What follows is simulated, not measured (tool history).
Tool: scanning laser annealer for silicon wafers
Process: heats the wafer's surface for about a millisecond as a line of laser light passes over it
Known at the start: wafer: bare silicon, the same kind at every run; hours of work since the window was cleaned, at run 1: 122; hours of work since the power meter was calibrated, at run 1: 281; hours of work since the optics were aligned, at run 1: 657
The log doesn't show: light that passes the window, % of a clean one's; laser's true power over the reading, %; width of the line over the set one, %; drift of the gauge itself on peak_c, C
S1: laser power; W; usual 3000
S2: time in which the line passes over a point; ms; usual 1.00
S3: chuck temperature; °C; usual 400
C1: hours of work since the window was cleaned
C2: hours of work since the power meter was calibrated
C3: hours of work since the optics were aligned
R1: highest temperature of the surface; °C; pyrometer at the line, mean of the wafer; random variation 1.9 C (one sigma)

Run 1, hour 0.0: usual settings; C1 122; C2 281; C3 657. Result: R1 1209 °C.
Run 2, hour 11.0: usual settings; C1 130; C2 288; C3 665. Result: R1 1209 °C.
Run 3, hour 28.0: usual settings; C1 142; C2 301; C3 677. Result: R1 1207 °C.
Run 4, hour 37.0: usual settings but S3 414 °C; C1 148; C2 307; C3 683. Result: R1 1225 °C.
Run 5, hour 56.4: usual settings but S3 414 °C; C1 162; C2 321; C3 697. Result: R1 1221 °C.
Run 6, hour 75.2: usual settings; C1 175; C2 334; C3 710. Result: R1 1207 °C.
Run 7, hour 91.0: usual settings but S2 0.90 ms; C1 187; C2 345; C3 721. Result: R1 1164 °C.
Run 8, hour 100.6: usual settings but S2 0.90 ms; C1 193; C2 352; C3 728. Result: R1 1162 °C.
Run 9, hour 119.7: usual settings but S1 2814 W; C1 207; C2 366; C3 742. Result: R1 1146 °C.
Run 10, hour 137.7: usual settings but S1 2814 W; C1 220; C2 378; C3 754. Result: R1 1144 °C.
Run 11, hour 158.2: usual settings but S1 2814 W; C1 234; C2 393; C3 769. Result: R1 1145 °C.
Run 12, hour 172.2: usual settings; C1 244; C2 403; C3 779. Result: R1 1203 °C.
Run 13, hour 190.6: usual settings; C1 257; C2 416; C3 792. Result: R1 1201 °C.
Run 14, hour 207.0: usual settings but S1 2774 W; C1 269; C2 427; C3 804. Result: R1 1123 °C.
Run 15, hour 228.0: usual settings but S1 2774 W; C1 284; C2 442; C3 818. Result: R1 1125 °C.
Run 16, hour 249.0: usual settings but S1 2774 W; C1 299; C2 457; C3 833. Result: R1 1122 °C.
Run 17, hour 262.7: usual settings but S3 407 °C; C1 308; C2 467; C3 843. Result: R1 1206 °C.
Run 18, hour 275.4: usual settings but S3 407 °C; C1 317; C2 476; C3 852. Result: R1 1205 °C.
Run 19, hour 291.6: usual settings; C1 329; C2 487; C3 864. Result: R1 1199 °C.
Run 20, hour 302.7: usual settings; C1 337; C2 495; C3 871. Result: R1 1195 °C.
Run 21, hour 323.3: usual settings but S1 3131 W, S2 0.70 ms, S3 422 °C; C1 351; C2 510; C3 886. Result: R1 1110 °C.
Run 22, hour 339.3: usual settings but S1 3131 W, S2 0.70 ms, S3 422 °C; C1 363; C2 521; C3 897. Result: R1 1111 °C.
Run 23, hour 351.1: usual settings but S2 0.75 ms; C1 371; C2 530; C3 906. Result: R1 1078 °C.
Run 24, hour 372.6: usual settings but S2 0.75 ms; C1 386; C2 545; C3 921. Result: R1 1079 °C.
Run 25, hour 388.5: usual settings but S1 3283 W, S2 0.85 ms, S3 436 °C; C1 398; C2 556; C3 932. Result: R1 1251 °C.
Run 26, hour 404.0: usual settings but S1 2885 W, S2 0.91 ms, S3 435 °C; C1 409; C2 567; C3 943. Result: R1 1151 °C.
Run 27, hour 418.8: usual settings but S1 2885 W, S2 0.91 ms, S3 435 °C; C1 419; C2 578; C3 954. Result: R1 1152 °C.
Run 28, hour 440.5: usual settings but S1 3235 W, S2 0.92 ms, S3 435 °C; C1 434; C2 593; C3 969. Result: R1 1266 °C.
Run 29, hour 461.2: usual settings but S1 3235 W, S2 0.92 ms, S3 435 °C; C1 449; C2 608; C3 984. Result: R1 1264 °C.
Run 30, hour 482.4: usual settings but S1 3235 W, S2 0.92 ms, S3 435 °C; C1 464; C2 623; C3 999. Result: R1 1261 °C.
At hour 493.7: optics aligned, line set to its width.
Run 31, hour 499.0: usual settings but S1 3235 W, S2 0.92 ms, S3 435 °C; C1 472; C2 631; C3 4. Result: R1 1274 °C.
Run 32, hour 517.5: usual settings but S1 3112 W, S2 0.90 ms, S3 430 °C; C1 486; C2 644; C3 17. Result: R1 1216 °C.
Run 33, hour 539.4: usual settings but S1 3112 W, S2 0.90 ms, S3 430 °C; C1 501; C2 660; C3 32. Result: R1 1215 °C.
Run 34, hour 555.3: usual settings but S1 3112 W, S2 0.90 ms, S3 417 °C; C1 512; C2 671; C3 44. Result: R1 1203 °C.
Run 35, hour 569.9: usual settings but S1 2879 W, S2 0.79 ms, S3 386 °C; C1 523; C2 681; C3 54. Result: R1 1048 °C.
Run 36, hour 583.7: usual settings but S1 2896 W, S2 0.79 ms, S3 362 °C; C1 532; C2 691; C3 64. Result: R1 1030 °C.
Run 37, hour 603.8: usual settings but S1 2698 W, S2 1.09 ms, S3 392 °C; C1 547; C2 705; C3 78. Result: R1 1121 °C.
Run 38, hour 618.7: usual settings but S1 3236 W, S2 1.09 ms, S3 380 °C; C1 557; C2 716; C3 89. Result: R1 1295 °C.
Run 39, hour 633.5: usual settings but S1 3245 W, S2 1.09 ms, S3 430 °C; C1 568; C2 726; C3 99. Result: R1 1348 °C.

How the hidden state differs across the entries between the runs, from the last listed run before each to the first after it:
Between runs 30 and 31: optics aligned, line set to its width (hour 493.7)
  light that passes the window, % of a clean one's: 97.48 -> 97.44; width of the line over the set one, %: 1.7 -> 0.13
  measured less the result without the state, R1: -38 -> -29 °C

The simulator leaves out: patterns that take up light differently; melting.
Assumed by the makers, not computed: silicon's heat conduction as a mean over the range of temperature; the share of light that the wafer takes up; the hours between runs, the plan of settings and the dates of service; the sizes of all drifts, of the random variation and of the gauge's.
